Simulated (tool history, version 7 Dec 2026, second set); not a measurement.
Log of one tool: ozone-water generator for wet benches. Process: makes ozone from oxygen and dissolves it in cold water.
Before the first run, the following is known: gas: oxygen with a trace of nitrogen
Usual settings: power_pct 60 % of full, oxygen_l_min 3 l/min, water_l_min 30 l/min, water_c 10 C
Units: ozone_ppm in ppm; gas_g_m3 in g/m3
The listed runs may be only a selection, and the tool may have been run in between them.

{"run": 1, "hour": 0.0, "power_pct": 60, "oxygen_l_min": 3, "water_l_min": 30, "water_c": 10, "ozone_ppm": 11.1, "gas_g_m3": 184.9}
{"run": 2, "hour": 43.1, "power_pct": 60, "oxygen_l_min": 3, "water_l_min": 30, "water_c": 10, "ozone_ppm": 11.2, "gas_g_m3": 187.8}
{"run": 3, "hour": 81.4, "power_pct": 60, "oxygen_l_min": 1.87, "water_l_min": 30, "water_c": 10, "ozone_ppm": 8.8, "gas_g_m3": 218}
{"run": 4, "hour": 131.8, "power_pct": 60, "oxygen_l_min": 3, "water_l_min": 30, "water_c": 10, "ozone_ppm": 11.1, "gas_g_m3": 185.6}
{"run": 5, "hour": 157.6, "power_pct": 60, "oxygen_l_min": 3, "water_l_min": 30, "water_c": 10, "ozone_ppm": 10.9, "gas_g_m3": 183.8}
{"run": 6, "hour": 185.0, "power_pct": 60, "oxygen_l_min": 3, "water_l_min": 30, "water_c": 10, "ozone_ppm": 10.8, "gas_g_m3": 186.4}
{"run": 7, "hour": 218.3, "power_pct": 60, "oxygen_l_min": 3, "water_l_min": 30, "water_c": 10, "ozone_ppm": 10.9, "gas_g_m3": 184.4}
{"run": 8, "hour": 263.7, "power_pct": 60, "oxygen_l_min": 3, "water_l_min": 30, "water_c": 10, "ozone_ppm": 11, "gas_g_m3": 183.8}
{"hour": 270.6, "done": "water thermometer calibrated"}
{"run": 9, "hour": 306.5, "power_pct": 60, "oxygen_l_min": 3, "water_l_min": 30, "water_c": 10, "ozone_ppm": 11, "gas_g_m3": 184.5}
{"run": 10, "hour": 358.4, "power_pct": 60, "oxygen_l_min": 3, "water_l_min": 30, "water_c": 13, "ozone_ppm": 10.6, "gas_g_m3": 185.2}
{"run": 11, "hour": 414.1, "power_pct": 60, "oxygen_l_min": 3, "water_l_min": 30, "water_c": 13, "ozone_ppm": 10.9, "gas_g_m3": 183.1}
{"run": 12, "hour": 456.2, "power_pct": 41, "oxygen_l_min": 1.89, "water_l_min": 23, "water_c": 8, "ozone_ppm": 9, "gas_g_m3": 170.8}
{"run": 13, "hour": 509.5, "power_pct": 41, "oxygen_l_min": 1.89, "water_l_min": 23, "water_c": 8, "ozone_ppm": 9.2, "gas_g_m3": 171.4}
{"run": 14, "hour": 545.8, "power_pct": 60, "oxygen_l_min": 3, "water_l_min": 37, "water_c": 10, "ozone_ppm": 8.9, "gas_g_m3": 185.2}
{"run": 15, "hour": 571.1, "power_pct": 65, "oxygen_l_min": 3, "water_l_min": 34, "water_c": 17, "ozone_ppm": 9.9, "gas_g_m3": 195.4}
{"run": 16, "hour": 620.8, "power_pct": 65, "oxygen_l_min": 3, "water_l_min": 34, "water_c": 17, "ozone_ppm": 9.8, "gas_g_m3": 193.3}
{"run": 17, "hour": 657.4, "power_pct": 65, "oxygen_l_min": 3, "water_l_min": 34, "water_c": 17, "ozone_ppm": 9.8, "gas_g_m3": 196.7}
{"run": 18, "hour": 700.9, "power_pct": 65, "oxygen_l_min": 3, "water_l_min": 20, "water_c": 13, "ozone_ppm": 16.2, "gas_g_m3": 192.4}
{"run": 19, "hour": 725.6, "power_pct": 65, "oxygen_l_min": 3, "water_l_min": 20, "water_c": 13, "ozone_ppm": 16.4, "gas_g_m3": 194.2}
{"run": 20, "hour": 764.6, "power_pct": 51, "oxygen_l_min": 3, "water_l_min": 46, "water_c": 6, "ozone_ppm": 6.4, "gas_g_m3": 165.3}

Run 21 is up next; what results do you expect?
{"run": 21, "hour": 809.2, "power_pct": 55, "oxygen_l_min": 3, "water_l_min": 30, "water_c": 6, "ozone_ppm": "?", "gas_g_m3": "?"}

{"run 21": {"ozone_ppm": 10.3, "gas_g_m3": 174}}
The same run, on a tool lacking any hidden state, would have yielded ozone_ppm 10.7 ppm, gas_g_m3 177.7 g/m3.
